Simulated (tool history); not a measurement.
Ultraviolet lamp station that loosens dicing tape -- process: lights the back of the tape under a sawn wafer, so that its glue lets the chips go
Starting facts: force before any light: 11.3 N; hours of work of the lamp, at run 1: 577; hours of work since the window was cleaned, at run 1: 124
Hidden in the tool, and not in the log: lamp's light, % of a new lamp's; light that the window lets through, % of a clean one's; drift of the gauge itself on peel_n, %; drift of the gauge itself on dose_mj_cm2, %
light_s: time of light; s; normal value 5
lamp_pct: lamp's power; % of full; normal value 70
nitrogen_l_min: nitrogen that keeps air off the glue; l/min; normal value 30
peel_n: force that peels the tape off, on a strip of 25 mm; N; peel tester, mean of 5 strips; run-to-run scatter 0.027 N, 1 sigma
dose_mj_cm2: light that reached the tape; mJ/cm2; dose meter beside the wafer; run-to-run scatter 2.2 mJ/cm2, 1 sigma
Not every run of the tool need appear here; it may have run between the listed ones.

run,hour,light_s,lamp_pct,nitrogen_l_min,hours of work of the lamp,hours of work since the window was cleaned,peel_n,dose_mj_cm2
1,0.0,5,70,30,577,124,1.759,169
2,47.1,5,70,30,600,148,1.782,168
3,79.3,5,70,30,616,164,1.739,169
4,111.2,5,70,30,632,179,1.840,157
5,155.8,5,70,30,654,201,1.788,162
6,186.8,5,70,22,669,217,2.098,158
7,221.3,5,70,30,687,234,1.963,160
8,243.2,5,70,30,697,245,1.879,159
9,273.7,9,70,30,712,260,0.559,287
10,315.9,9,70,30,733,281,0.535,284
11,363.7,9,70,30,757,304,0.590,275
12,392.9,5,80,30,771,319,1.547,178
13,416.9,5,80,30,783,331,1.649,178
# hour 436.7: window cleaned of glue's vapour
14,454.0,4,70,49,801,9,2.445,118
15,473.6,9,70,49,811,18,0.455,268
16,504.9,2,60,44,827,34,6.010,52
17,525.0,2,60,44,837,44,6.007,50
# hour 542.4: window cleaned of glue's vapour, once more
18,568.1,2,60,44,858,13,5.476,54
19,597.6,2,60,44,872,27,5.573,53
20,633.1,2,60,44,890,45,5.571,59
21,678.3,2,60,44,912,67,5.567,53
22,725.9,7,68,47,936,91,0.811,218
23,758.6,5,92,53,952,107,0.782,207
24,785.0,9,88,27,965,120,0.308,356
25,828.9,4,88,12,987,142,2.878,156
26,868.0,4,70,20,1006,161,3.363,123

5 options for the next run, each taken on its own from the tool as it stands now. Forecast them:
A,914.3,6,96,43,1029,184,?,?
B,914.3,4,98,20,1029,184,?,?
C,914.3,4,93,20,1029,184,?,?
D,914.3,6,70,13,1029,184,?,?
E,914.3,5,98,24,1029,184,?,?

run,peel_n,dose_mj_cm2
A,0.570,255
B,2.050,172
C,2.332,165
D,2.377,187
E,1.232,219
What these runs would have given with no unlogged condition in the tool:
run,peel_n,dose_mj_cm2
A,0.309,323
B,1.321,218
C,1.536,209
D,1.575,236
E,0.711,278

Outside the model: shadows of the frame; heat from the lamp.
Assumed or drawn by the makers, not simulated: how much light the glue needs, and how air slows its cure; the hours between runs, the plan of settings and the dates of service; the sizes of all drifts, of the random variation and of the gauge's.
